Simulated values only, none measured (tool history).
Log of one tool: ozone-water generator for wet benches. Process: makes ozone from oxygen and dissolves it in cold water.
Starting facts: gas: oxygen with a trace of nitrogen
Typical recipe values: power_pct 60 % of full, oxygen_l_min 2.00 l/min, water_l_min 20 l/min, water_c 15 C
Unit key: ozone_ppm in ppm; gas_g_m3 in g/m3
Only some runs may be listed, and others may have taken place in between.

{"run": 1, "hour": 0.0, "power_pct": 60, "oxygen_l_min": 2.0, "water_l_min": 20, "water_c": 15, "ozone_ppm": 9.1, "gas_g_m3": 158.2}
{"run": 2, "hour": 45.9, "power_pct": 60, "oxygen_l_min": 2.0, "water_l_min": 20, "water_c": 15, "ozone_ppm": 9.5, "gas_g_m3": 157.7}
{"run": 3, "hour": 90.4, "power_pct": 60, "oxygen_l_min": 2.0, "water_l_min": 20, "water_c": 10, "ozone_ppm": 9.5, "gas_g_m3": 158.4}
{"run": 4, "hour": 136.3, "power_pct": 60, "oxygen_l_min": 2.0, "water_l_min": 13, "water_c": 15, "ozone_ppm": 14.0, "gas_g_m3": 157.8}
{"run": 5, "hour": 162.7, "power_pct": 60, "oxygen_l_min": 2.0, "water_l_min": 20, "water_c": 15, "ozone_ppm": 9.1, "gas_g_m3": 157.6}
{"run": 6, "hour": 186.1, "power_pct": 60, "oxygen_l_min": 2.0, "water_l_min": 20, "water_c": 15, "ozone_ppm": 9.3, "gas_g_m3": 156.3}
{"run": 7, "hour": 212.4, "power_pct": 60, "oxygen_l_min": 2.0, "water_l_min": 20, "water_c": 15, "ozone_ppm": 9.3, "gas_g_m3": 159.4}
{"run": 8, "hour": 249.2, "power_pct": 60, "oxygen_l_min": 2.0, "water_l_min": 20, "water_c": 15, "ozone_ppm": 9.2, "gas_g_m3": 158.8}
{"run": 9, "hour": 283.2, "power_pct": 60, "oxygen_l_min": 2.0, "water_l_min": 20, "water_c": 15, "ozone_ppm": 9.3, "gas_g_m3": 158.0}
{"run": 10, "hour": 324.9, "power_pct": 60, "oxygen_l_min": 2.0, "water_l_min": 20, "water_c": 15, "ozone_ppm": 9.0, "gas_g_m3": 157.6}
{"run": 11, "hour": 372.9, "power_pct": 60, "oxygen_l_min": 2.0, "water_l_min": 20, "water_c": 15, "ozone_ppm": 9.3, "gas_g_m3": 159.1}
{"run": 12, "hour": 419.9, "power_pct": 60, "oxygen_l_min": 2.0, "water_l_min": 20, "water_c": 15, "ozone_ppm": 9.1, "gas_g_m3": 158.0}
{"run": 13, "hour": 453.1, "power_pct": 60, "oxygen_l_min": 2.0, "water_l_min": 20, "water_c": 15, "ozone_ppm": 9.5, "gas_g_m3": 160.2}
{"run": 14, "hour": 497.9, "power_pct": 60, "oxygen_l_min": 2.0, "water_l_min": 20, "water_c": 15, "ozone_ppm": 9.3, "gas_g_m3": 159.1}
{"run": 15, "hour": 543.2, "power_pct": 60, "oxygen_l_min": 2.0, "water_l_min": 20, "water_c": 15, "ozone_ppm": 9.2, "gas_g_m3": 159.8}
{"run": 16, "hour": 569.9, "power_pct": 60, "oxygen_l_min": 2.3, "water_l_min": 20, "water_c": 15, "ozone_ppm": 9.4, "gas_g_m3": 146.1}
{"run": 17, "hour": 600.5, "power_pct": 60, "oxygen_l_min": 2.3, "water_l_min": 20, "water_c": 15, "ozone_ppm": 9.3, "gas_g_m3": 145.1}
{"run": 18, "hour": 635.8, "power_pct": 60, "oxygen_l_min": 1.54, "water_l_min": 20, "water_c": 21, "ozone_ppm": 8.5, "gas_g_m3": 188.8}
{"run": 19, "hour": 668.8, "power_pct": 60, "oxygen_l_min": 1.54, "water_l_min": 20, "water_c": 21, "ozone_ppm": 8.5, "gas_g_m3": 188.1}
{"run": 20, "hour": 710.2, "power_pct": 60, "oxygen_l_min": 3.43, "water_l_min": 21, "water_c": 15, "ozone_ppm": 9.4, "gas_g_m3": 113.4}
{"run": 21, "hour": 748.2, "power_pct": 61, "oxygen_l_min": 1.01, "water_l_min": 30, "water_c": 22, "ozone_ppm": 4.9, "gas_g_m3": 248.2}
{"run": 22, "hour": 791.7, "power_pct": 61, "oxygen_l_min": 1.01, "water_l_min": 30, "water_c": 22, "ozone_ppm": 5.0, "gas_g_m3": 249.5}
{"run": 23, "hour": 812.2, "power_pct": 61, "oxygen_l_min": 1.01, "water_l_min": 30, "water_c": 22, "ozone_ppm": 4.9, "gas_g_m3": 250.0}
{"run": 24, "hour": 857.7, "power_pct": 61, "oxygen_l_min": 3.21, "water_l_min": 30, "water_c": 10, "ozone_ppm": 6.7, "gas_g_m3": 120.3}
{"run": 25, "hour": 905.1, "power_pct": 61, "oxygen_l_min": 3.21, "water_l_min": 30, "water_c": 10, "ozone_ppm": 6.7, "gas_g_m3": 120.5}
{"run": 26, "hour": 927.7, "power_pct": 61, "oxygen_l_min": 3.21, "water_l_min": 30, "water_c": 10, "ozone_ppm": 6.6, "gas_g_m3": 118.8}
{"run": 27, "hour": 960.9, "power_pct": 61, "oxygen_l_min": 3.21, "water_l_min": 30, "water_c": 10, "ozone_ppm": 6.5, "gas_g_m3": 119.9}
{"run": 28, "hour": 983.1, "power_pct": 79, "oxygen_l_min": 1.13, "water_l_min": 30, "water_c": 12, "ozone_ppm": 5.8, "gas_g_m3": 267.7}
{"run": 29, "hour": 1014.5, "power_pct": 60, "oxygen_l_min": 2.0, "water_l_min": 16, "water_c": 15, "ozone_ppm": 11.8, "gas_g_m3": 160.8}
{"run": 30, "hour": 1052.9, "power_pct": 66, "oxygen_l_min": 1.95, "water_l_min": 20, "water_c": 15, "ozone_ppm": 9.6, "gas_g_m3": 172.7}
{"run": 31, "hour": 1087.7, "power_pct": 50, "oxygen_l_min": 1.7, "water_l_min": 20, "water_c": 12, "ozone_ppm": 8.4, "gas_g_m3": 162.9}
{"run": 32, "hour": 1134.2, "power_pct": 60, "oxygen_l_min": 2.98, "water_l_min": 20, "water_c": 8, "ozone_ppm": 10.2, "gas_g_m3": 126.7}
{"run": 33, "hour": 1183.3, "power_pct": 62, "oxygen_l_min": 2.98, "water_l_min": 30, "water_c": 8, "ozone_ppm": 6.8, "gas_g_m3": 127.1}

Consider 4 possible next runs. They are alternatives, not a sequence: every one starts from the tool as it was left by run 33. What does each give?
{"run": "A", "hour": 1223.2, "power_pct": 49, "oxygen_l_min": 2.98, "water_l_min": 30, "water_c": 8, "ozone_ppm": "?", "gas_g_m3": "?"}
{"run": "B", "hour": 1223.2, "power_pct": 50, "oxygen_l_min": 2.0, "water_l_min": 20, "water_c": 10, "ozone_ppm": "?", "gas_g_m3": "?"}
{"run": "C", "hour": 1223.2, "power_pct": 60, "oxygen_l_min": 1.75, "water_l_min": 20, "water_c": 15, "ozone_ppm": "?", "gas_g_m3": "?"}
{"run": "D", "hour": 1223.2, "power_pct": 64, "oxygen_l_min": 2.98, "water_l_min": 30, "water_c": 8, "ozone_ppm": "?", "gas_g_m3": "?"}

run=A ozone_ppm=6.0 gas_g_m3=112.9
run=B ozone_ppm=8.6 gas_g_m3=146.5
run=C ozone_ppm=9.1 gas_g_m3=175.1
run=D ozone_ppm=6.7 gas_g_m3=129.3
The same runs, with their run-to-run variation unchanged, on a tool lacking any hidden condition would have given:
run=A ozone_ppm=6.0 gas_g_m3=110.0
run=B ozone_ppm=8.6 gas_g_m3=142.8
run=C ozone_ppm=9.1 gas_g_m3=170.7
run=D ozone_ppm=6.7 gas_g_m3=126.0

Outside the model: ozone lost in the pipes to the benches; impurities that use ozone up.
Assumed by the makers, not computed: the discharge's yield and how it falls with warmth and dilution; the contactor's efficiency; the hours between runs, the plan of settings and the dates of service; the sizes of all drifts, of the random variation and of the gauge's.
